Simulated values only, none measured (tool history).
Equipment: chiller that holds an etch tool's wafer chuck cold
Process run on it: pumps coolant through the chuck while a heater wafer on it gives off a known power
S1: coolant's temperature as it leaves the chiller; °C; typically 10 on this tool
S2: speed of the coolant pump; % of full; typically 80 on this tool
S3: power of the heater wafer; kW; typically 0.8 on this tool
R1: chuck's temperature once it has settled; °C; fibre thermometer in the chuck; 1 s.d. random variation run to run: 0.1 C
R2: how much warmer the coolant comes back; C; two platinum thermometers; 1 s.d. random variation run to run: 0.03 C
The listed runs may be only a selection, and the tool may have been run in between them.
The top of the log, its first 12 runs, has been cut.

{"day": 42.075, "done": "coolant changed, channels flushed"}
{"run": 13, "day": 45.204, "S1": 20, "S2": 80, "S3": 0.8, "R1": 27.9, "R2": 2.06}
{"run": 14, "day": 47.462, "S1": 20, "S2": 80, "S3": 0.8, "R1": 27.8, "R2": 2.1}
{"day": 49.429, "done": "gauge calibrated"}
{"run": 15, "day": 49.658, "S1": 10, "S2": 62, "S3": 0.8, "R1": 20, "R2": 2.36}
{"run": 16, "day": 51.842, "S1": 10, "S2": 62, "S3": 0.8, "R1": 19.8, "R2": 2.42}
{"run": 17, "day": 55.612, "S1": 10, "S2": 62, "S3": 0.408, "R1": 14.9, "R2": 1.29}
{"run": 18, "day": 58.571, "S1": 10, "S2": 62, "S3": 0.408, "R1": 15, "R2": 1.27}
{"run": 19, "day": 63.558, "S1": 10, "S2": 82, "S3": 0.637, "R1": 16, "R2": 1.5}
{"run": 20, "day": 66.538, "S1": 10, "S2": 73, "S3": 0.402, "R1": 14.4, "R2": 1.13}
{"run": 21, "day": 71.708, "S1": 10, "S2": 73, "S3": 0.402, "R1": 14.3, "R2": 1.15}
{"run": 22, "day": 76.383, "S1": 7, "S2": 90, "S3": 0.402, "R1": 10.6, "R2": 0.95}
{"run": 23, "day": 80.038, "S1": 7, "S2": 90, "S3": 0.402, "R1": 10.7, "R2": 0.98}
{"run": 24, "day": 84.458, "S1": 19, "S2": 80, "S3": 0.8, "R1": 27, "R2": 2.07}
{"run": 25, "day": 87.121, "S1": 19, "S2": 80, "S3": 0.8, "R1": 27, "R2": 2.06}
{"run": 26, "day": 89.479, "S1": 10, "S2": 97, "S3": 0.8, "R1": 16.7, "R2": 1.74}
{"run": 27, "day": 93.3, "S1": 10, "S2": 97, "S3": 0.8, "R1": 16.4, "R2": 1.78}
{"run": 28, "day": 96.692, "S1": 18, "S2": 87, "S3": 0.569, "R1": 23.2, "R2": 1.45}
{"run": 29, "day": 100.979, "S1": 18, "S2": 87, "S3": 0.569, "R1": 23.3, "R2": 1.43}
{"run": 30, "day": 103.492, "S1": 18, "S2": 85, "S3": 0.569, "R1": 23.2, "R2": 1.51}
{"run": 31, "day": 107.55, "S1": 18, "S2": 85, "S3": 0.569, "R1": 23.2, "R2": 1.52}

Predict each of these 3 candidate next runs independently; none follows another, all start after run 31:
{"run": "A", "day": 111.812, "S1": 19, "S2": 87, "S3": 0.416, "R1": "?", "R2": "?"}
{"run": "B", "day": 111.812, "S1": 11, "S2": 85, "S3": 0.486, "R1": "?", "R2": "?"}
{"run": "C", "day": 111.812, "S1": 10, "S2": 80, "S3": 0.427, "R1": "?", "R2": "?"}

run=A R1=23 R2=1.18
run=B R1=15.5 R2=1.4
run=C R1=14.3 R2=1.3
With the hidden condition removed and each run's random variation left untouched, the same runs would have given:
run=A R1=23 R2=0.85
run=B R1=15.4 R2=1.07
run=C R1=14.3 R2=0.97
